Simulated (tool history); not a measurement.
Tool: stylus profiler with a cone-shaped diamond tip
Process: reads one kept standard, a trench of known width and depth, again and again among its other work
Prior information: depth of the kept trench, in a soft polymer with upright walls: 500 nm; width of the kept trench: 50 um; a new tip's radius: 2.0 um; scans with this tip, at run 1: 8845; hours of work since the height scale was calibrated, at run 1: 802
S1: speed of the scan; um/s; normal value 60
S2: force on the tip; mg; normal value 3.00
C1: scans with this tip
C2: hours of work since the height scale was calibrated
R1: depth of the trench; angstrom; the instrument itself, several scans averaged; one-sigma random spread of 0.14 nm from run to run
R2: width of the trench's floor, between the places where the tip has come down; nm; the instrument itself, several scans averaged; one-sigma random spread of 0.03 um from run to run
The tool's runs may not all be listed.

| run | hour | S1 | S2 | C1 | C2 | R1 | R2 |
|---|---|---|---|---|---|---|---|
| 1 | 0.0 | 60 | 3.00 | 8845 | 802 | 5033.7 | 46970 |
| 2 | 21.7 | 60 | 3.00 | 9018 | 818 | 5034.8 | 47030 |
| 3 | 52.0 | 60 | 3.00 | 9259 | 840 | 5039.6 | 46990 |
| 4 | 72.8 | 60 | 3.00 | 9426 | 855 | 5036.6 | 47000 |
| 5 | 93.0 | 60 | 3.00 | 9587 | 869 | 5037.1 | 47010 |
| 6 | 109.5 | 60 | 1.45 | 9719 | 881 | 5023.3 | 46860 |
| 7 | 138.5 | 60 | 1.45 | 9950 | 902 | 5024.2 | 46850 |
|  | 145.7 | new tip fitted, height scale calibrated |
| 8 | 154.6 | 60 | 1.45 | 71 | 6 | 5022.1 | 46890 |
| 9 | 182.6 | 60 | 1.58 | 295 | 27 | 5021.9 | 46890 |
| 10 | 202.5 | 117 | 4.89 | 453 | 41 | 5049.6 | 46830 |
| 11 | 232.1 | 117 | 4.89 | 689 | 63 | 5048.4 | 46810 |
| 12 | 249.8 | 117 | 4.89 | 831 | 75 | 5049.9 | 46840 |
| 13 | 272.2 | 117 | 5.56 | 1009 | 92 | 5054.3 | 46860 |
| 14 | 292.5 | 60 | 3.13 | 1171 | 106 | 5037.8 | 46940 |
| 15 | 313.5 | 171 | 6.04 | 1338 | 121 | 5056.0 | 46680 |
| 16 | 337.9 | 36 | 5.38 | 1533 | 139 | 5054.9 | 47190 |
| 17 | 354.8 | 36 | 5.38 | 1668 | 151 | 5053.1 | 47240 |

Branching from run 17: 3 alternative next runs. What would each branch give?
| A | 376.8 | 60 | 5.44 | 1844 | 167 | ? | ? |
| B | 376.8 | 76 | 1.05 | 1844 | 167 | ? | ? |
| C | 376.8 | 21 | 3.60 | 1844 | 167 | ? | ? |

| run | R1 | R2 |
|---|---|---|
| A | 5053.8 | 47130 |
| B | 5017.4 | 46640 |
| C | 5038.2 | 47270 |
Had the tool no hidden state, the same runs would have come out as:
| run | R1 | R2 |
|---|---|---|
| A | 5053.8 | 47130 |
| B | 5017.4 | 46650 |
| C | 5038.2 | 47270 |

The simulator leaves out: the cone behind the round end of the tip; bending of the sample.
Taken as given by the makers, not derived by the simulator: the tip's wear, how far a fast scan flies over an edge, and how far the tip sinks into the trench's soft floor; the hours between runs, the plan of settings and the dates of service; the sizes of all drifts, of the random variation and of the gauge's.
